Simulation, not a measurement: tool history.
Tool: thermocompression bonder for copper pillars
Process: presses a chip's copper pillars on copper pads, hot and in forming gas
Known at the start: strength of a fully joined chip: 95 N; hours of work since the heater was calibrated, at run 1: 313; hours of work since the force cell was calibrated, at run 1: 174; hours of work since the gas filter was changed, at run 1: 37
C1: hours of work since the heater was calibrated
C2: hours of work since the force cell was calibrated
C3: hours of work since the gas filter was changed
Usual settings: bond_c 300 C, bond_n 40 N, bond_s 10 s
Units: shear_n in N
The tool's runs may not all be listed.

{"run": 1, "day": 0.0, "bond_c": 300, "bond_n": 40, "bond_s": 10, "C1": 313, "C2": 174, "C3": 37, "shear_n": 33.8}
{"run": 2, "day": 1.275, "bond_c": 300, "bond_n": 40, "bond_s": 10, "C1": 328, "C2": 190, "C3": 52, "shear_n": 34.3}
{"run": 3, "day": 2.612, "bond_c": 304, "bond_n": 40, "bond_s": 10, "C1": 345, "C2": 206, "C3": 69, "shear_n": 35.6}
{"run": 4, "day": 3.533, "bond_c": 304, "bond_n": 40, "bond_s": 10, "C1": 356, "C2": 217, "C3": 80, "shear_n": 35.5}
{"run": 5, "day": 4.846, "bond_c": 304, "bond_n": 40, "bond_s": 10, "C1": 372, "C2": 233, "C3": 96, "shear_n": 34.8}
{"run": 6, "day": 6.333, "bond_c": 300, "bond_n": 40, "bond_s": 10, "C1": 390, "C2": 252, "C3": 114, "shear_n": 31.5}
{"run": 7, "day": 7.0, "bond_c": 300, "bond_n": 40, "bond_s": 10, "C1": 399, "C2": 260, "C3": 122, "shear_n": 32.2}
{"run": 8, "day": 8.146, "bond_c": 300, "bond_n": 40, "bond_s": 10, "C1": 413, "C2": 274, "C3": 136, "shear_n": 31.9}
{"run": 9, "day": 8.8, "bond_c": 300, "bond_n": 40, "bond_s": 10, "C1": 421, "C2": 282, "C3": 144, "shear_n": 31.3}
{"day": 9.412, "done": "forming gas filter changed"}
{"run": 10, "day": 9.704, "bond_c": 300, "bond_n": 40, "bond_s": 10, "C1": 432, "C2": 293, "C3": 4, "shear_n": 33.6}
{"run": 11, "day": 10.608, "bond_c": 300, "bond_n": 40, "bond_s": 10, "C1": 443, "C2": 304, "C3": 15, "shear_n": 33.6}
{"run": 12, "day": 11.479, "bond_c": 300, "bond_n": 40, "bond_s": 10, "C1": 453, "C2": 314, "C3": 25, "shear_n": 33.3}
{"run": 13, "day": 12.575, "bond_c": 300, "bond_n": 40, "bond_s": 10, "C1": 467, "C2": 328, "C3": 39, "shear_n": 33.1}
{"run": 14, "day": 14.142, "bond_c": 300, "bond_n": 40, "bond_s": 10, "C1": 486, "C2": 347, "C3": 58, "shear_n": 32.7}
{"run": 15, "day": 15.633, "bond_c": 271, "bond_n": 40, "bond_s": 10, "C1": 504, "C2": 365, "C3": 76, "shear_n": 19.9}
{"run": 16, "day": 16.883, "bond_c": 313, "bond_n": 40, "bond_s": 26, "C1": 520, "C2": 381, "C3": 92, "shear_n": 53.7}
{"run": 17, "day": 18.217, "bond_c": 313, "bond_n": 40, "bond_s": 26, "C1": 536, "C2": 397, "C3": 108, "shear_n": 54.2}
{"run": 18, "day": 19.004, "bond_c": 290, "bond_n": 29, "bond_s": 20, "C1": 546, "C2": 407, "C3": 118, "shear_n": 28.7}
{"run": 19, "day": 20.196, "bond_c": 290, "bond_n": 29, "bond_s": 20, "C1": 560, "C2": 421, "C3": 132, "shear_n": 28.0}
{"run": 20, "day": 21.45, "bond_c": 290, "bond_n": 29, "bond_s": 20, "C1": 575, "C2": 437, "C3": 148, "shear_n": 27.4}
{"day": 21.679, "done": "forming gas filter changed"}
{"run": 21, "day": 22.117, "bond_c": 300, "bond_n": 40, "bond_s": 21, "C1": 583, "C2": 445, "C3": 5, "shear_n": 44.4}
{"run": 22, "day": 22.992, "bond_c": 300, "bond_n": 48, "bond_s": 21, "C1": 594, "C2": 455, "C3": 16, "shear_n": 49.6}
{"run": 23, "day": 23.9, "bond_c": 293, "bond_n": 40, "bond_s": 15, "C1": 605, "C2": 466, "C3": 27, "shear_n": 35.2}
{"run": 24, "day": 24.742, "bond_c": 300, "bond_n": 36, "bond_s": 10, "C1": 616, "C2": 477, "C3": 38, "shear_n": 31.1}
{"run": 25, "day": 25.879, "bond_c": 271, "bond_n": 45, "bond_s": 8, "C1": 630, "C2": 491, "C3": 51, "shear_n": 19.3}

Forecast each of these 3 alternatives for the next run:
{"run": "A", "day": 27.196, "bond_c": 330, "bond_n": 40, "bond_s": 12, "C1": 646, "C2": 507, "C3": 68, "shear_n": "?"}
{"run": "B", "day": 27.196, "bond_c": 309, "bond_n": 38, "bond_s": 9, "C1": 646, "C2": 507, "C3": 68, "shear_n": "?"}
{"run": "C", "day": 27.196, "bond_c": 330, "bond_n": 45, "bond_s": 24, "C1": 646, "C2": 507, "C3": 68, "shear_n": "?"}

run=A shear_n=52.2
run=B shear_n=33.7
run=C shear_n=66.4
Without the tool's hidden state the same runs would have given:
run=A shear_n=56.1
run=B shear_n=36.6
run=C shear_n=70.8
